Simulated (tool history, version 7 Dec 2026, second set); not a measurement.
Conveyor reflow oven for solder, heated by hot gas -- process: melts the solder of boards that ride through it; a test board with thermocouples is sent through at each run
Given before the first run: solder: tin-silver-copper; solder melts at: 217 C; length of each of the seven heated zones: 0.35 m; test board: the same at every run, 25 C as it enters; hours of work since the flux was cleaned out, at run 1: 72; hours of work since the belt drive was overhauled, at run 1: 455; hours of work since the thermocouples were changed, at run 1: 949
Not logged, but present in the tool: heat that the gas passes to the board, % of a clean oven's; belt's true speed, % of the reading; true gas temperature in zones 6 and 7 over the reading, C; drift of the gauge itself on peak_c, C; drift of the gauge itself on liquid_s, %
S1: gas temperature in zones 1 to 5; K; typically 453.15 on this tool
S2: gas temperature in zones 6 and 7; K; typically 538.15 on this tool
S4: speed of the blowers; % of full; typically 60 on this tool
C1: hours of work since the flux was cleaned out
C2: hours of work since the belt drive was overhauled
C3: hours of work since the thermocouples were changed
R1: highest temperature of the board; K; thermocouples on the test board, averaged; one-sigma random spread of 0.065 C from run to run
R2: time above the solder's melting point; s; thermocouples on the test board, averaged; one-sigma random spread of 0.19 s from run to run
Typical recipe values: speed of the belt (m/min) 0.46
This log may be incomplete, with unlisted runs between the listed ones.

run 1 hour=0 | S1=453.15 S2=538.15 speed_of_the_belt_(m/min)=0.46 S4=60 | C1=72 C2=455 C3=949 | R1=524.28 R2=70.3
run 2 hour=83.7 | S1=453.15 S2=538.15 speed_of_the_belt_(m/min)=0.46 S4=60 | C1=108 C2=491 C3=986 | R1=524.24 R2=70.2
run 3 hour=149.3 | S1=453.15 S2=538.15 speed_of_the_belt_(m/min)=0.46 S4=60 | C1=137 C2=520 C3=1014 | R1=524 R2=70.5
run 4 hour=197.4 | S1=453.15 S2=538.15 speed_of_the_belt_(m/min)=0.46 S4=60 | C1=157 C2=541 C3=1035 | R1=524.04 R2=70.3
run 5 hour=239.4 | S1=453.15 S2=538.15 speed_of_the_belt_(m/min)=0.46 S4=60 | C1=176 C2=559 C3=1053 | R1=523.94 R2=70.3
-- hour=301.5 flux residue cleaned out of gas plates and filters
run 6 hour=306.2 | S1=453.15 S2=538.15 speed_of_the_belt_(m/min)=0.46 S4=60 | C1=2 C2=586 C3=1080 | R1=523.25 R2=69.6
run 7 hour=340.9 | S1=453.15 S2=538.15 speed_of_the_belt_(m/min)=0.46 S4=60 | C1=17 C2=601 C3=1095 | R1=523.2 R2=69
run 8 hour=398 | S1=453.15 S2=538.15 speed_of_the_belt_(m/min)=0.46 S4=60 | C1=42 C2=626 C3=1120 | R1=523.08 R2=68.9
run 9 hour=467.3 | S1=453.15 S2=538.15 speed_of_the_belt_(m/min)=0.46 S4=60 | C1=72 C2=656 C3=1150 | R1=522.91 R2=68.8
-- hour=486.4 thermocouples of zones 6 and 7 changed
run 10 hour=550.7 | S1=453.15 S2=538.15 speed_of_the_belt_(m/min)=0.46 S4=60 | C1=108 C2=691 C3=28 | R1=521.4 R2=67.7
run 11 hour=614.4 | S1=451.15 S2=538.15 speed_of_the_belt_(m/min)=0.464 S4=55 | C1=135 C2=719 C3=56 | R1=518.85 R2=62.9
run 12 hour=692 | S1=446.15 S2=542.15 speed_of_the_belt_(m/min)=0.524 S4=74 | C1=169 C2=753 C3=89 | R1=522.76 R2=57.2
-- hour=755.2 flux residue cleaned out of gas plates and filters, once more
run 13 hour=758.3 | S1=445.15 S2=538.15 speed_of_the_belt_(m/min)=0.46 S4=60 | C1=1 C2=779 C3=116 | R1=522.28 R2=66.2
run 14 hour=832.5 | S1=445.15 S2=538.15 speed_of_the_belt_(m/min)=0.46 S4=60 | C1=34 C2=812 C3=148 | R1=522.24 R2=65.8
run 15 hour=915.8 | S1=453.15 S2=527.15 speed_of_the_belt_(m/min)=0.46 S4=60 | C1=70 C2=848 C3=185 | R1=513.99 R2=61.2
run 16 hour=973.9 | S1=453.15 S2=527.15 speed_of_the_belt_(m/min)=0.38 S4=51 | C1=95 C2=873 C3=210 | R1=516.31 R2=78.6
run 17 hour=1025.9 | S1=453.15 S2=527.15 speed_of_the_belt_(m/min)=0.38 S4=51 | C1=118 C2=896 C3=232 | R1=516.15 R2=78.6
run 18 hour=1086.6 | S1=453.15 S2=549.15 speed_of_the_belt_(m/min)=0.38 S4=88 | C1=144 C2=922 C3=259 | R1=543.45 R2=104.1
run 19 hour=1126.7 | S1=448.15 S2=538.15 speed_of_the_belt_(m/min)=0.392 S4=60 | C1=162 C2=940 C3=276 | R1=526.91 R2=85.3
run 20 hour=1185.2 | S1=453.15 S2=538.15 speed_of_the_belt_(m/min)=0.503 S4=60 | C1=187 C2=965 C3=302 | R1=520.23 R2=61

Hidden state or all else? Some run-to-run changes of R1, split into what the settings, what came in and random variation would give without the hidden state, and what is left for the hidden state (with any gauge scatter that isn't in both results):
Run 9 -> 10: thermocouples of zones 6 and 7 changed. R1 -1.51 K: hidden state -1.51, all else +0.
Run 12 -> 13: S1 446.15 -> 445.15, S2 542.15 -> 538.15, speed of the belt (m/min) 0.524 -> 0.46, S4 74 -> 60, flux residue cleaned out of gas plates and filters, once more. R1 -0.48 K: hidden state +3.58, all else -4.06.
Run 17 -> 18: S2 527.15 -> 549.15, S4 51 -> 88. R1 +27.3 K: hidden state -0.33, all else +27.63.
Run 18 -> 19: S1 453.15 -> 448.15, S2 549.15 -> 538.15, speed of the belt (m/min) 0.38 -> 0.392, S4 88 -> 60. R1 -16.54 K: hidden state +0.13, all else -16.67.

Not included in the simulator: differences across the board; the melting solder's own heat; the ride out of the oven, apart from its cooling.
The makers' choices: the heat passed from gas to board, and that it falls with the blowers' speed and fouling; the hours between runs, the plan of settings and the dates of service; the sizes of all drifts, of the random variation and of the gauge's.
